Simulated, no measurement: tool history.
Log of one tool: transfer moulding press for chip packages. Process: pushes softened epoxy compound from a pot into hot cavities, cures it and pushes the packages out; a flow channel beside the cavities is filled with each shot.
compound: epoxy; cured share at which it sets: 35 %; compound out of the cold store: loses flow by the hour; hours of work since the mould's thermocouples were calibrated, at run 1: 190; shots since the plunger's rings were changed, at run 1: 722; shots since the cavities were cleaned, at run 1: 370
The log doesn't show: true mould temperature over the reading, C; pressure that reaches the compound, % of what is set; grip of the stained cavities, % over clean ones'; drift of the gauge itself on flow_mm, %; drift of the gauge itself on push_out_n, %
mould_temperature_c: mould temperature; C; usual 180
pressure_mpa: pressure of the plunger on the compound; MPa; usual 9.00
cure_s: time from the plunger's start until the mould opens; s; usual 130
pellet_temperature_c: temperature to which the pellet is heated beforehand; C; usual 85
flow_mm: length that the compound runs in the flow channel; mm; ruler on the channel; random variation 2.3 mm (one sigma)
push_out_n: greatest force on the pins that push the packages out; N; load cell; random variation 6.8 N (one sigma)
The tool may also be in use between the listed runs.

run   hour  mould_temperature_c  pressure_mpa  cure_s  pellet_temperature_c  hours of work since the mould's thermocouples were calibrated  shots since the plunger's rings were changed  shots since the cavities were cleaned  incoming compound's hours out of the cold store  flow_mm  push_out_n
  1    0.0                  180          9.00     130                    85                                                            190                                           722                                    370                                             45.6      649         347
      10.6  -- cavities cleaned with cleaning compound and waxed
  2   17.9                  182          9.00     130                    85                                                            203                                           923                                     90                                             22.2      718         282
  3   34.6                  180          9.00     130                    85                                                            216                                          1126                                    293                                              8.5      768         373
      50.9  -- cavities cleaned with cleaning compound and waxed
  4   59.5                  180          9.00     130                    85                                                            234                                          1412                                    106                                             26.6      705         302
  5   83.2                  180          9.00     137                    85                                                            252                                          1702                                    396                                             11.3      750         342
      92.2  -- cavities cleaned with cleaning compound and waxed
  6   98.2                  180          9.00     137                    85                                                            263                                          1866                                     73                                             31.5      683         303
  7  124.4                  180          9.00     137                    88                                                            283                                          2186                                    393                                             13.4      739         335
     132.4  -- cavities cleaned with cleaning compound and waxed
  8  141.8                  180          9.00     137                    88                                                            296                                          2380                                    115                                             44.8      639         280
  9  158.1                  180          9.00     137                    88                                                            309                                          2579                                    314                                             27.1      695         324
     173.0  -- cavities cleaned with cleaning compound and waxed
     181.3  -- plunger's sealing rings changed
 10  183.7                  180          8.82     112                    85                                                            325                                            28                                    100                                             45.1      650         380
 11  207.9                  180          8.82     112                    85                                                            344                                           325                                    397                                             17.7      733         468
     215.6  -- cavities cleaned with cleaning compound and waxed
 12  234.8                  180          8.82     112                    85                                                            364                                           635                                    235                                             46.5      641         388
 13  253.9                  184          8.82     143                    85                                                            379                                           867                                    467                                             37.6      655         303
     256.5  -- cavities cleaned with cleaning compound and waxed
 14  282.2                  184          6.97     163                    81                                                            400                                          1195                                    313                                             17.8      632         294
     297.8  -- cavities cleaned with cleaning compound and waxed
 15  309.4                  184          6.97     163                    81                                                            420                                          1509                                    142                                             29.4      598         270
 16  331.1                  184          6.97     163                    81                                                            437                                          1774                                    407                                             46.0      558         296
     338.9  -- cavities cleaned with cleaning compound and waxed
 17  349.1                  177          6.97     112                    83                                                            450                                          1976                                    125                                             39.9      584         468

The same runs without the tool's hidden state, with the same run-to-run variation:
run  flow_mm  push_out_n
  1      656         280
  2      728         261
  3      780         312
  4      718         278
  5      767         272
  6      700         276
  7      760         265
  8      659         259
  9      718         268
 10      653         357
 11      739         380
 12      648         339
 13      665         235
 14      643         241
 15      611         239
 16      572         231
 17      600         438

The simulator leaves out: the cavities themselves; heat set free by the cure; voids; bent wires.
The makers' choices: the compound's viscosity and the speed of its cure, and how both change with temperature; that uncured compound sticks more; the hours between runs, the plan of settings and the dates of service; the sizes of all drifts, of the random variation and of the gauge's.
